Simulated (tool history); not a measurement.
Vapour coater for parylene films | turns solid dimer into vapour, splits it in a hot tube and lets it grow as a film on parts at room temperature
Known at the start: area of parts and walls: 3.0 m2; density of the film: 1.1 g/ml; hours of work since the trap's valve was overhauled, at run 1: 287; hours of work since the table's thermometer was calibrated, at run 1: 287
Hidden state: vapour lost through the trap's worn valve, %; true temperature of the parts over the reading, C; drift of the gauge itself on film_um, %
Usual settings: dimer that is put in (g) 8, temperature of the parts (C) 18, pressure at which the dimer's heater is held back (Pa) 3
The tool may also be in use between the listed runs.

| run | hour | dimer that is put in (g) | temperature of the parts (C) | pressure at which the dimer's heater is held back (Pa) | hours of work since the trap's valve was overhauled | hours of work since the table's thermometer was calibrated | thickness of the film (nm) |
|---|---|---|---|---|---|---|---|
| 1 | 0 | 8 | 18 | 3 | 287 | 287 | 1820 |
|  | 6.6 | trap's valve overhauled |
| 2 | 20 | 4 | 18 | 3 | 10 | 299 | 930 |
| 3 | 33.2 | 4 | 18 | 3 | 20 | 309 | 930 |
| 4 | 46.1 | 4 | 18 | 3 | 30 | 318 | 930 |
| 5 | 53.4 | 4 | 18 | 3 | 35 | 324 | 920 |
| 6 | 63.6 | 4 | 18 | 3 | 43 | 331 | 930 |
| 7 | 79.1 | 8 | 18 | 3 | 55 | 343 | 1860 |
| 8 | 87 | 8 | 18 | 2.72 | 61 | 349 | 1880 |
| 9 | 99.3 | 8 | 18 | 2.81 | 70 | 358 | 1880 |
| 10 | 112.9 | 8 | 18 | 2.81 | 80 | 369 | 1880 |
| 11 | 129.6 | 12 | 18 | 3 | 93 | 381 | 2780 |
| 12 | 137.2 | 12 | 18 | 3 | 98 | 387 | 2770 |
| 13 | 144.5 | 8 | 16 | 8.98 | 104 | 392 | 1660 |
| 14 | 157.3 | 9 | 16 | 4.27 | 113 | 402 | 2150 |
| 15 | 166.8 | 9 | 16 | 4.27 | 121 | 409 | 2150 |
| 16 | 176.5 | 6 | 19 | 4.27 | 128 | 416 | 1220 |

3 ways to go on from here, each from the tool as it stands after run 16. What would each give?
| A | 185.1 | 10 | 15 | 2.02 | 134 | 423 | ? |
| B | 185.1 | 3 | 14 | 4.39 | 134 | 423 | ? |
| C | 185.1 | 8 | 23 | 4.97 | 134 | 423 | ? |

| run | thickness of the film (nm) |
|---|---|
| A | 2910 |
| B | 770 |
| C | 1310 |
Without the tool's hidden state the same runs would have given:
| run | thickness of the film (nm) |
|---|---|
| A | 2910 |
| B | 770 |
| C | 1310 |
